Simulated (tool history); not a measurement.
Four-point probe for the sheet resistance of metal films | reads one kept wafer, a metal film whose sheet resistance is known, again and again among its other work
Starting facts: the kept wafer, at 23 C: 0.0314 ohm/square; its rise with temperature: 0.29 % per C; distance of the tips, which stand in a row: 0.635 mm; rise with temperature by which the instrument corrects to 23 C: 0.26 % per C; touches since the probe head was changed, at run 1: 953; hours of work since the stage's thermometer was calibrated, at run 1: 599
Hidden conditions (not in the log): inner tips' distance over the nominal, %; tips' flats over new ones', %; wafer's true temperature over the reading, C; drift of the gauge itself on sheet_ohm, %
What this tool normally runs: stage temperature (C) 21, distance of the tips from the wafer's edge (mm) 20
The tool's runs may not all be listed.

run	day	stage temperature (C)	distance of the tips from the wafer's edge (mm)	touches since the probe head was changed	hours of work since the stage's thermometer was calibrated	sheet resistance as the instrument gives it (ohm/square)
1	0.000	21	20	953	599	0.031165
2	1.188	21	20	1698	616	0.031169
3	2.383	21	4	2448	632	0.031578
4	3.988	22	20	3452	654	0.031169
5	4.767	22	20	3941	664	0.031168
6	6.371	21	20	4945	686	0.031162
7	7.429	21	20	5608	700	0.031147
8	8.838	21	20	6493	719	0.031157
9	10.029	33	20	7239	736	0.031270
10	11.129	33	20	7928	750	0.031264
11	12.304	18	20	8665	766	0.031125
12	13.642	21	20	9503	785	0.031153
13	14.362	22	20	9954	794	0.031155
14	15.338	34	38	10565	807	0.031245
15	16.088	34	38	11036	818	0.031263
16	17.562	19	7	11960	838	0.031232
17	18.275	19	3	12407	847	0.031844

Expected results for the next run?
18	19.954	20	11	13459	870	?

Run 18 gave sheet resistance as the instrument gives it (ohm/square) 0.031174.
Take away the tool's hidden state, keep the run-to-run variation as it was, and the same run would have given sheet resistance as the instrument gives it (ohm/square) 0.031433.
